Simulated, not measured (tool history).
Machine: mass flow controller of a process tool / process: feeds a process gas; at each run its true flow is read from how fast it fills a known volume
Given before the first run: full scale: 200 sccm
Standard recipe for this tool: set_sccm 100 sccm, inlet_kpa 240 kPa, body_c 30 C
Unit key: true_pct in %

| run | hour | set_sccm | inlet_kpa | body_c | true_pct |
|---|---|---|---|---|---|
| 1 | 0 | 100 | 240 | 30 | 99.92 |
| 2 | 142.8 | 100 | 240 | 30 | 100.02 |
| 3 | 318.5 | 100 | 240 | 24 | 99.76 |
| 4 | 478.8 | 100 | 240 | 30 | 100.14 |
| 5 | 674.2 | 100 | 240 | 30 | 100.14 |
| 6 | 851.6 | 100 | 240 | 30 | 100.27 |
| 7 | 985.1 | 100 | 240 | 30 | 100.26 |
| 8 | 1128.1 | 100 | 240 | 30 | 100.38 |
| 9 | 1305.7 | 100 | 240 | 24 | 100.15 |
| 10 | 1476.6 | 100 | 240 | 30 | 100.29 |
| 11 | 1686.1 | 100 | 140 | 30 | 100.88 |
| 12 | 1783.8 | 100 | 140 | 30 | 100.95 |
| 13 | 1991.1 | 100 | 240 | 30 | 100.61 |
| 14 | 2187.2 | 27 | 240 | 30 | 101.82 |
| 15 | 2338.1 | 27 | 240 | 30 | 101.98 |
| 16 | 2491.5 | 27 | 240 | 30 | 102.03 |
| 17 | 2653.9 | 100 | 240 | 30 | 100.75 |
| 18 | 2744.9 | 100 | 240 | 30 | 100.73 |
| 19 | 2956.3 | 100 | 248 | 30 | 100.74 |
| 20 | 3081 | 100 | 248 | 30 | 100.73 |
| 21 | 3214.6 | 82 | 248 | 30 | 100.66 |
|  | 3225.3 | controller's zero set anew |
| 22 | 3383.7 | 88 | 248 | 30 | 101.06 |
| 23 | 3479.1 | 88 | 248 | 30 | 101.15 |
| 24 | 3590.8 | 88 | 248 | 30 | 101.15 |
| 25 | 3691.6 | 93 | 240 | 37 | 101.31 |
| 26 | 3833.3 | 100 | 203 | 30 | 101.21 |
| 27 | 4047.2 | 100 | 203 | 30 | 101.38 |
| 28 | 4137.5 | 27 | 212 | 30 | 103.65 |
| 29 | 4290.5 | 100 | 149 | 25 | 101.33 |
|  | 4340.6 | controller's zero set anew, once more |
| 30 | 4442.3 | 100 | 149 | 25 | 100.28 |
| 31 | 4572 | 100 | 149 | 25 | 100.51 |
| 32 | 4769.2 | 100 | 203 | 33 | 100.47 |
| 33 | 4875.3 | 34 | 204 | 23 | 99.53 |
| 34 | 5003.6 | 34 | 204 | 23 | 99.48 |
| 35 | 5163.3 | 93 | 231 | 23 | 99.92 |
| 36 | 5376.2 | 146 | 190 | 30 | 101.13 |
| 37 | 5542.5 | 36 | 202 | 37 | 100.7 |
| 38 | 5752.1 | 46 | 240 | 30 | 100.17 |
| 39 | 5884.3 | 85 | 246 | 35 | 100.58 |
| 40 | 5973.9 | 37 | 240 | 28 | 100.24 |
| 41 | 6179.7 | 21 | 235 | 36 | 101.06 |
| 42 | 6333.2 | 21 | 155 | 25 | 101.06 |
| 43 | 6429.7 | 21 | 155 | 25 | 101.22 |
| 44 | 6534.2 | 76 | 257 | 39 | 100.98 |
| 45 | 6635.1 | 58 | 224 | 28 | 100.52 |
| 46 | 6781.3 | 87 | 245 | 31 | 100.81 |
| 47 | 6988.6 | 75 | 245 | 30 | 100.79 |

Pick out some run-to-run changes in true_pct. Of each, how much would a tool without hidden state show as well, from the settings, what came in and chance, and how much is left for the hidden state and any gauge scatter not in both results compared?
Unlogged tool condition in this case: flow at rest that the sensor doesn't see, % of full scale; true flow over the shown one, %; drift of the gauge itself on true_pct, %.
Run 13 -> 14: set_sccm 100 -> 27. true_pct +1.21 %: hidden state +2.15, all else -0.94.
Run 16 -> 17: set_sccm 27 -> 100. true_pct -1.28 %: hidden state -2.15, all else +0.87.
Run 27 -> 28: set_sccm 100 -> 27, inlet_kpa 203 -> 212. true_pct +2.27 %: hidden state +3.1, all else -0.83.
Run 28 -> 29: set_sccm 27 -> 100, inlet_kpa 212 -> 149, body_c 30 -> 25. true_pct -2.32 %: hidden state -3.03, all else +0.71.
